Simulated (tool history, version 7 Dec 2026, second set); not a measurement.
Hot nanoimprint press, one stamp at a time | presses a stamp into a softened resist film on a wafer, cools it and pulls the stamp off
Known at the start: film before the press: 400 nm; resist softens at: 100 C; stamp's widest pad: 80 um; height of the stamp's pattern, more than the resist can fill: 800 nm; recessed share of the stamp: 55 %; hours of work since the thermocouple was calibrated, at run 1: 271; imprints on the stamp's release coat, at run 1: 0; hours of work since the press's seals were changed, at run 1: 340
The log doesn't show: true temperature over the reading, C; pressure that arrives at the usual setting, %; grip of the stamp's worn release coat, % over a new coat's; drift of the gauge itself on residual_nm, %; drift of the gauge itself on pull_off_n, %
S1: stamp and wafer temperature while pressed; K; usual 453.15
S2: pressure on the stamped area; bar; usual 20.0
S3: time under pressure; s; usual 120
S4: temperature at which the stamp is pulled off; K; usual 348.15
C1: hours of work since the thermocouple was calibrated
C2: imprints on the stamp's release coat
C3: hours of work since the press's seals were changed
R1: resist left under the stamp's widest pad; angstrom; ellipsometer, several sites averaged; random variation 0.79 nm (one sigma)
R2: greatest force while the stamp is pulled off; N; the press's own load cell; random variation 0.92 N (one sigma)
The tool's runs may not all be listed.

run   hour      S1    S2   S3      S4   C1   C2   C3    R1     R2
  1    0.0  453.15  20.0  120  348.15  271    0  340  2059   98.6
      18.0  -- plate thermocouple calibrated
  2   34.8  453.15  20.0  120  348.15   12   90  362  2032   99.6
  3   50.9  453.15  20.0  120  348.15   23  136  374  2039   98.6
  4   76.9  453.15  20.0  120  348.15   41  209  392  2025   99.0
  5  109.1  453.15  20.0  120  348.15   64  301  415  2014  101.3
  6  128.9  453.15  20.0  120  348.15   78  357  428  2039  101.9
  7  150.9  453.15  20.0  120  348.15   93  419  444  2004  104.2
     169.9  -- plate thermocouple calibrated, once more
  8  177.2  453.15  20.0  202  348.15    5  485  460  1789  108.5
     193.2  -- stamp cleaned and given a new release coat
  9  221.8  453.15  20.0  202  348.15   32   81  487  1793  101.1
 10  244.7  453.15  19.3  202  348.15   48  146  504  1821  103.2
 11  264.7  453.15  19.3  202  348.15   62  203  518  1813  105.1
 12  295.2  453.15  20.0  120  355.15   84  289  539  2096   84.5
 13  311.9  458.15  19.0  120  348.15   96  337  551  1821  105.5
 14  339.4  458.15  23.0  120  348.15  115  415  570  1616  106.5
     381.9  -- stamp cleaned and given a new release coat
 15  382.8  453.15  20.0  219  348.15  141    3  596  1719  100.4
 16  400.8  443.15  20.0  120  342.15  154   54  609  2907  115.8
 17  428.8  453.15  25.5  120  346.15  174  133  629  1846  107.6
 18  448.2  453.15  25.5  155  346.15  187  188  642  1692  108.6
 19  463.8  453.15  25.5  155  346.15  198  233  653  1683  107.1
 20  484.5  456.15  25.5  155  341.15  213  291  668  1482  124.1
 21  502.3  453.15  20.0  109  348.15  225  342  681  2138  103.5
 22  529.7  447.15  20.0  109  333.15  245  420  700  2611  150.7
     568.8  -- stamp cleaned and given a new release coat
 23  571.6  447.15  20.0  109  333.15  270    8  725  2615  140.4
     589.9  -- plate thermocouple calibrated
 24  609.5  445.15  27.2   69  333.15   14  107  750  2837  146.2

Measured less the same run without the tool's hidden state. The same run-to-run variation is in both; the gauge's scatter may not be:
run    R1    R2
  1   -72  -2.9
  2   -91  -2.1
  3   -95  -1.4
  4  -100  -0.4
  5  -106  +1.0
  6  -111  +1.8
  7  -114  +2.6
  8    +1  +8.4
  9    -6  +0.8
 10   -11  +1.8
 11   -15  +2.7
 12   -22  +2.9
 13   -22  +4.7
 14   -22  +5.9
 15   -34  -1.8
 16   -46  -0.8
 17   -40  +0.3
 18   -42  +1.2
 19   -44  +1.9
 20   -41  +3.5
 21   -61  +3.2
 22   -74  +7.6
 23   -81  -3.0
 24   +19  +2.7

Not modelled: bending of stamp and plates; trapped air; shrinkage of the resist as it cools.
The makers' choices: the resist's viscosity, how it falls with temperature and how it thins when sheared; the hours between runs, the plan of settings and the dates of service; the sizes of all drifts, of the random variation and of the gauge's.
